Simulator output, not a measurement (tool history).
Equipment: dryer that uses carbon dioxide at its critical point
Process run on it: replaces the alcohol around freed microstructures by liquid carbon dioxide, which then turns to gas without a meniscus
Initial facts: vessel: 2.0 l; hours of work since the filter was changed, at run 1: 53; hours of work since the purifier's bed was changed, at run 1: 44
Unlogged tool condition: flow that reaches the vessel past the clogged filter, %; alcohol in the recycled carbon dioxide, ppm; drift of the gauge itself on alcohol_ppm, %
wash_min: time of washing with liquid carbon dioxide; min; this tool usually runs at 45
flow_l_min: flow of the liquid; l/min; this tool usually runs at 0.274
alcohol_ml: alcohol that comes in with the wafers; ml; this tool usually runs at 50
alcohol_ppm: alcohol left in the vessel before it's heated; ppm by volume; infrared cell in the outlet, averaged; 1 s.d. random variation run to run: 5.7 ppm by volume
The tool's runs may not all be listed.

| run | hour | wash_min | flow_l_min | alcohol_ml | hours of work since the filter was changed | hours of work since the purifier's bed was changed | alcohol_ppm |
|---|---|---|---|---|---|---|---|
| 1 | 0 | 45 | 0.274 | 50 | 53 | 44 | 246 |
| 2 | 8.7 | 41 | 0.274 | 50 | 56 | 47 | 369 |
| 3 | 12.7 | 51 | 0.274 | 50 | 58 | 48 | 143 |
| 4 | 21.2 | 51 | 0.274 | 50 | 61 | 51 | 137 |
| 5 | 26.2 | 51 | 0.274 | 56 | 63 | 53 | 157 |
| 6 | 33 | 53 | 0.274 | 56 | 65 | 56 | 125 |
| 7 | 37.1 | 28 | 0.274 | 56 | 67 | 57 | 1571 |
| 8 | 43.3 | 28 | 0.316 | 56 | 69 | 59 | 998 |
| 9 | 48.1 | 28 | 0.316 | 56 | 71 | 61 | 1040 |
| 10 | 52.2 | 45 | 0.274 | 50 | 72 | 62 | 255 |
| 11 | 61 | 45 | 0.282 | 50 | 75 | 66 | 226 |
| 12 | 67.3 | 42 | 0.387 | 24 | 77 | 68 | 29 |
| 13 | 71.8 | 42 | 0.387 | 24 | 79 | 69 | 39 |
| 14 | 80.4 | 45 | 0.274 | 40 | 82 | 72 | 214 |
| 15 | 88.8 | 45 | 0.288 | 38 | 85 | 75 | 165 |
| 16 | 96.7 | 31 | 0.211 | 75 | 88 | 78 | 3288 |
| 17 | 103 | 30 | 0.274 | 115 | 90 | 81 | 2863 |
| 18 | 111 | 42 | 0.288 | 69 | 93 | 83 | 418 |
| 19 | 120.3 | 45 | 0.288 | 69 | 96 | 87 | 304 |
| 20 | 125.8 | 60 | 0.274 | 50 | 98 | 89 | 69 |
| 21 | 130.5 | 32 | 0.166 | 24 | 100 | 90 | 1774 |

5 options for the next run, each taken on its own from the tool as it stands now. Forecast them:
| A | 135.5 | 32 | 0.194 | 50 | 102 | 92 | ? |
| B | 135.5 | 45 | 0.189 | 50 | 102 | 92 | ? |
| C | 135.5 | 51 | 0.326 | 29 | 102 | 92 | ? |
| D | 135.5 | 56 | 0.166 | 24 | 102 | 92 | ? |
| E | 135.5 | 32 | 0.38 | 24 | 102 | 92 | ? |

| run | alcohol_ppm |
|---|---|
| A | 2670 |
| B | 1143 |
| C | 38 |
| D | 418 |
| E | 156 |
Stripped of hidden state, with their random variation kept, the same runs would have yielded:
| run | alcohol_ppm |
|---|---|
| A | 2116 |
| B | 829 |
| C | 18 |
| D | 291 |
| E | 99 |
